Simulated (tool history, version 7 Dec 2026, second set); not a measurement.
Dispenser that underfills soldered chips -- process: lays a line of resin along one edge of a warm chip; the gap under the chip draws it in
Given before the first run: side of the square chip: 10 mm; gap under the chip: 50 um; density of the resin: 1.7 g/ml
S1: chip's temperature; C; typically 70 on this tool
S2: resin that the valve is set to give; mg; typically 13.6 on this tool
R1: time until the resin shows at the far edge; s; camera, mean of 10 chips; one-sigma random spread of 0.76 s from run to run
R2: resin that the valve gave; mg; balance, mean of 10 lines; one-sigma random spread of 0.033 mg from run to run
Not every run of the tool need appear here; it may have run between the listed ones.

run	hour	S1	S2	R1	R2
1	0	70	13.6	95.7	13.39
# hour 7.8: new syringe of resin
2	12.2	57	13.6	156.5	13.38
3	19.2	57	13.6	218.1	13.25
# hour 23.6: new syringe of resin
4	25.7	57	13.6	137.5	13.21
5	33.3	57	13.6	202.3	13.18
# hour 39.8: new syringe of resin
6	40.8	57	13.6	128.4	13.21
7	46.8	57	13.6	177.1	13.1
# hour 55.7: new syringe of resin
8	60.6	72	13.7	73.5	13.1
9	66.7	70	12.6	111.1	12.07
# hour 71.8: new syringe of resin
10	72.4	79	13.9	42.1	13.18
11	84.5	83	14.5	66.9	13.82
# hour 87.6: dispensing valve cleaned and set on the balance
# hour 89.1: new syringe of resin
12	97.7	83	14.5	52.2	14.38
# hour 104.9: new syringe of resin
13	109.4	78	16.4	52.2	16.14

Predict each of these 4 candidate next runs independently; none follows another, all start after run 13:
A	117.5	70	13	?	?
B	117.5	79	11.9	?	?
C	117.5	57	16.4	?	?
D	117.5	57	12.4	?	?

run	R1	R2
A	119.6	12.76
B	78.5	11.68
C	226.8	16.1
D	233.5	12.18
What these runs would have given with no unlogged condition in the tool:
run	R1	R2
A	70.8	13
B	45.8	11.9
C	135.6	16.4
D	139.5	12.41

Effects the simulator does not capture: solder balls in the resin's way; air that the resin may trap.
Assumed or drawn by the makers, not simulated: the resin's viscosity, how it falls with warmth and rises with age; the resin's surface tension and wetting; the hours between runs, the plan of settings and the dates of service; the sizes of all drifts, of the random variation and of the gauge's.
